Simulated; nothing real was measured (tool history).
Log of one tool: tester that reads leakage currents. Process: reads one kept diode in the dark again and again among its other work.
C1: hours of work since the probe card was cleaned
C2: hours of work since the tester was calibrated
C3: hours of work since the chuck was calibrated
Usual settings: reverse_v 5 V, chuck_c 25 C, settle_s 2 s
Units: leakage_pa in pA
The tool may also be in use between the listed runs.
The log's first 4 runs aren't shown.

run 5 hour=81.9 | reverse_v=11.35 chuck_c=25 settle_s=2 | C1=487 C2=1348 C3=1043 | leakage_pa=47.46
run 6 hour=105.9 | reverse_v=11.35 chuck_c=25 settle_s=2 | C1=498 C2=1359 C3=1053 | leakage_pa=47.66
run 7 hour=130.7 | reverse_v=11.35 chuck_c=25 settle_s=2 | C1=509 C2=1369 C3=1064 | leakage_pa=47.96
run 8 hour=148.9 | reverse_v=11.35 chuck_c=25 settle_s=2 | C1=517 C2=1377 C3=1072 | leakage_pa=48.04
run 9 hour=175.8 | reverse_v=5 chuck_c=25 settle_s=2 | C1=528 C2=1389 C3=1084 | leakage_pa=36.2
run 10 hour=206.4 | reverse_v=5 chuck_c=25 settle_s=2 | C1=542 C2=1402 C3=1097 | leakage_pa=36.34
run 11 hour=222.8 | reverse_v=5 chuck_c=25 settle_s=4.1 | C1=549 C2=1410 C3=1104 | leakage_pa=36.29
run 12 hour=235.2 | reverse_v=5 chuck_c=25 settle_s=2.29 | C1=554 C2=1415 C3=1110 | leakage_pa=36.51
run 13 hour=252.7 | reverse_v=5 chuck_c=25 settle_s=3.13 | C1=562 C2=1423 C3=1117 | leakage_pa=36.2
run 14 hour=272 | reverse_v=5 chuck_c=25 settle_s=3.13 | C1=570 C2=1431 C3=1126 | leakage_pa=36.51
run 15 hour=285.8 | reverse_v=5 chuck_c=25 settle_s=3.13 | C1=576 C2=1437 C3=1132 | leakage_pa=36.53
run 16 hour=314.9 | reverse_v=5 chuck_c=25 settle_s=2 | C1=589 C2=1450 C3=1144 | leakage_pa=36.8
run 17 hour=330 | reverse_v=5 chuck_c=25 settle_s=2 | C1=596 C2=1456 C3=1151 | leakage_pa=36.74
run 18 hour=350.2 | reverse_v=6.54 chuck_c=25 settle_s=2 | C1=605 C2=1465 C3=1160 | leakage_pa=40.63
run 19 hour=366.1 | reverse_v=5.43 chuck_c=25 settle_s=2 | C1=612 C2=1472 C3=1167 | leakage_pa=38.16
run 20 hour=380 | reverse_v=5.43 chuck_c=25 settle_s=2 | C1=618 C2=1478 C3=1173 | leakage_pa=38.27
-- hour=386.6 chuck's temperature calibrated
run 21 hour=412.8 | reverse_v=5 chuck_c=21 settle_s=7.83 | C1=631 C2=1492 C3=11 | leakage_pa=21.12
run 22 hour=442.4 | reverse_v=5 chuck_c=34 settle_s=1.75 | C1=644 C2=1505 C3=24 | leakage_pa=65.01

The next listed run, before its measurement:
run 23 hour=465.7 | reverse_v=1.01 chuck_c=34 settle_s=1.98 | C1=654 C2=1515 C3=35 | leakage_pa=?

Run 23 gave leakage_pa 38.95 pA.
Without the tool's hidden state the same run would have given leakage_pa 39.05 pA.
